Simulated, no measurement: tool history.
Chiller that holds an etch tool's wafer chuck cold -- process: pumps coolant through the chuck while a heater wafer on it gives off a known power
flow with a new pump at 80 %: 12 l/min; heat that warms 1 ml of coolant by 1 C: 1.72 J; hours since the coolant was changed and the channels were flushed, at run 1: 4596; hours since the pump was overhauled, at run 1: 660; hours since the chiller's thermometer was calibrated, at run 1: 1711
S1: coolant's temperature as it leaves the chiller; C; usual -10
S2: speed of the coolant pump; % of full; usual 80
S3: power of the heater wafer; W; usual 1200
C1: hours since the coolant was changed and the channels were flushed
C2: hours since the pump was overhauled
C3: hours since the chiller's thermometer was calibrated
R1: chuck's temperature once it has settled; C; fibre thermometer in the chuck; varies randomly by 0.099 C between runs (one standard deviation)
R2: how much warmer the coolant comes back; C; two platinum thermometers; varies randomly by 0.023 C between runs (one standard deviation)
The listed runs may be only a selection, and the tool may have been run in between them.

run   hour   S1  S2    S3    C1    C2    C3      R1    R2
  1      0  -10  80  1200  4596   660  1711   -2.34  3.47
  2     38  -10  80  1200  4634   698  1749   -2.48  3.47
  3   80.3  -10  80  1200  4677   740  1791   -2.46  3.46
  4    109  -10  80  1200  4705   769  1820   -2.44  3.48
  5  137.1  -10  80  1200  4734   797  1848   -2.34   3.5
  6  172.4  -10  80  1200  4769   833  1883   -2.32   3.5
  7    195  -10  80  1200  4792   855  1906   -2.46  3.51
  8    228  -10  80  1200  4824   888  1939   -2.67  3.49
  9  262.4  -10  80  1200  4859   923  1973   -2.54  3.49
 10  285.2  -10  80  1200  4882   945  1996   -2.69  3.52
 11  328.5  -10  98  1200  4925   989  2040   -3.81  2.79
 12  367.8  -10  98  1200  4964  1028  2079   -3.91  2.77
 13  397.1  -12  86   790  4994  1057  2108   -7.62  2.13
 14    426  -17  90  1628  5023  1086  2137   -8.28  4.16
 15  469.9   -3  80  1200  5066  1130  2181     4.2  3.48
 16  499.2  -10  74  1018  5096  1159  2210   -3.38  3.25
     508.7  -- gauge calibrated
 17  542.9  -19  75  1226  5139  1203  2254  -10.73  3.79
 18  586.8   -8  85  1306  5183  1247  2298   -0.01  3.52
 19  622.4  -18  84   898  5219  1283  2333  -12.51  2.45
 20  645.9  -10  84   898  5242  1306  2357   -4.49  2.43
 21    672  -10  79   782  5269  1332  2383   -5.18  2.32
 22  715.6   -5  88   644  5312  1376  2427   -1.45  1.69
 23  740.8   -3  66   976  5337  1401  2452    4.33  3.55
 24  784.2  -10  79   718  5381  1444  2495   -5.69  2.13

Predict each of these 5 candidate next runs independently; none follows another, all start after run 24:
  A  807.5   -5  92  1200  5404  1468  2519   ?   ?
  B  807.5  -10  85   636  5404  1468  2519   ?   ?
  C  807.5   -6  82   757  5404  1468  2519   ?   ?
  D  807.5  -10  93  1200  5404  1468  2519   ?   ?
  E  807.5   -8  80  1341  5404  1468  2519   ?   ?

run     R1    R2
  A   1.56     3
  B  -6.33  1.72
  C  -1.47  2.14
  D  -3.71  2.95
  E   0.22  3.91
The same runs, with their run-to-run variation unchanged, on a tool lacking any hidden condition would have given:
run     R1    R2
  A   1.81     3
  B  -6.07  1.72
  C  -1.21  2.14
  D  -3.46  2.94
  E   0.46  3.91
